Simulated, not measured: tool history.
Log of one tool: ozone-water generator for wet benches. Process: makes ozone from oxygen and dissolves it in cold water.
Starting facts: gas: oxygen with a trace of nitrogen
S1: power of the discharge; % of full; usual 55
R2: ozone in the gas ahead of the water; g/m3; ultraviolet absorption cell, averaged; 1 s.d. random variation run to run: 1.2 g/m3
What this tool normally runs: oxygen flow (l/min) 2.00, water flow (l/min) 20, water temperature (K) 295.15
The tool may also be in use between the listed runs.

run 1 day=0.000 | S1=55 oxygen_flow_(l/min)=2.00 water_flow_(l/min)=20 water_temperature_(K)=295.15 | dissolved_ozone_(ppm)=12.8 R2=225.5
run 2 day=1.104 | S1=55 oxygen_flow_(l/min)=2.00 water_flow_(l/min)=20 water_temperature_(K)=295.15 | dissolved_ozone_(ppm)=13.0 R2=225.6
run 3 day=2.438 | S1=55 oxygen_flow_(l/min)=2.00 water_flow_(l/min)=20 water_temperature_(K)=295.15 | dissolved_ozone_(ppm)=12.9 R2=225.8
run 4 day=4.512 | S1=55 oxygen_flow_(l/min)=2.00 water_flow_(l/min)=20 water_temperature_(K)=295.15 | dissolved_ozone_(ppm)=13.0 R2=227.7
run 5 day=6.250 | S1=55 oxygen_flow_(l/min)=1.93 water_flow_(l/min)=20 water_temperature_(K)=295.15 | dissolved_ozone_(ppm)=12.7 R2=231.4
run 6 day=7.296 | S1=55 oxygen_flow_(l/min)=1.93 water_flow_(l/min)=20 water_temperature_(K)=295.15 | dissolved_ozone_(ppm)=12.5 R2=233.9
run 7 day=9.175 | S1=55 oxygen_flow_(l/min)=1.93 water_flow_(l/min)=20 water_temperature_(K)=295.15 | dissolved_ozone_(ppm)=12.9 R2=234.7
run 8 day=10.229 | S1=55 oxygen_flow_(l/min)=1.93 water_flow_(l/min)=20 water_temperature_(K)=295.15 | dissolved_ozone_(ppm)=12.8 R2=231.8
run 9 day=11.821 | S1=55 oxygen_flow_(l/min)=2.00 water_flow_(l/min)=20 water_temperature_(K)=295.15 | dissolved_ozone_(ppm)=12.7 R2=229.3
run 10 day=13.679 | S1=55 oxygen_flow_(l/min)=2.00 water_flow_(l/min)=20 water_temperature_(K)=295.15 | dissolved_ozone_(ppm)=12.6 R2=228.3
run 11 day=15.325 | S1=55 oxygen_flow_(l/min)=2.00 water_flow_(l/min)=20 water_temperature_(K)=295.15 | dissolved_ozone_(ppm)=12.9 R2=229.6
run 12 day=16.379 | S1=55 oxygen_flow_(l/min)=2.00 water_flow_(l/min)=20 water_temperature_(K)=293.15 | dissolved_ozone_(ppm)=13.0 R2=228.8
run 13 day=18.471 | S1=55 oxygen_flow_(l/min)=2.00 water_flow_(l/min)=17 water_temperature_(K)=293.15 | dissolved_ozone_(ppm)=15.6 R2=231.7
run 14 day=20.546 | S1=55 oxygen_flow_(l/min)=2.00 water_flow_(l/min)=17 water_temperature_(K)=293.15 | dissolved_ozone_(ppm)=15.5 R2=230.4
run 15 day=21.771 | S1=55 oxygen_flow_(l/min)=2.00 water_flow_(l/min)=17 water_temperature_(K)=293.15 | dissolved_ozone_(ppm)=15.3 R2=230.1
run 16 day=23.704 | S1=55 oxygen_flow_(l/min)=2.00 water_flow_(l/min)=17 water_temperature_(K)=293.15 | dissolved_ozone_(ppm)=15.6 R2=231.4
run 17 day=24.646 | S1=82 oxygen_flow_(l/min)=2.58 water_flow_(l/min)=32 water_temperature_(K)=300.15 | dissolved_ozone_(ppm)=10.1 R2=257.1
run 18 day=26.679 | S1=82 oxygen_flow_(l/min)=2.58 water_flow_(l/min)=32 water_temperature_(K)=300.15 | dissolved_ozone_(ppm)=9.9 R2=259.7
-- day=27.992 gauge calibrated
run 19 day=28.121 | S1=82 oxygen_flow_(l/min)=2.58 water_flow_(l/min)=32 water_temperature_(K)=300.15 | dissolved_ozone_(ppm)=9.7 R2=251.0
run 20 day=29.279 | S1=82 oxygen_flow_(l/min)=2.58 water_flow_(l/min)=32 water_temperature_(K)=300.15 | dissolved_ozone_(ppm)=9.8 R2=249.8

Estimate the outcome of run 21 from the log above:
run 21 day=30.371 | S1=55 oxygen_flow_(l/min)=2.00 water_flow_(l/min)=20 water_temperature_(K)=294.15 | dissolved_ozone_(ppm)=? R2=?

For run 21 the tool returned dissolved ozone (ppm) 12.8, R2 225.1 g/m3.
If the tool had no hidden condition, the same run with the same run-to-run variation would have returned dissolved ozone (ppm) 12.8, R2 224.7 g/m3.
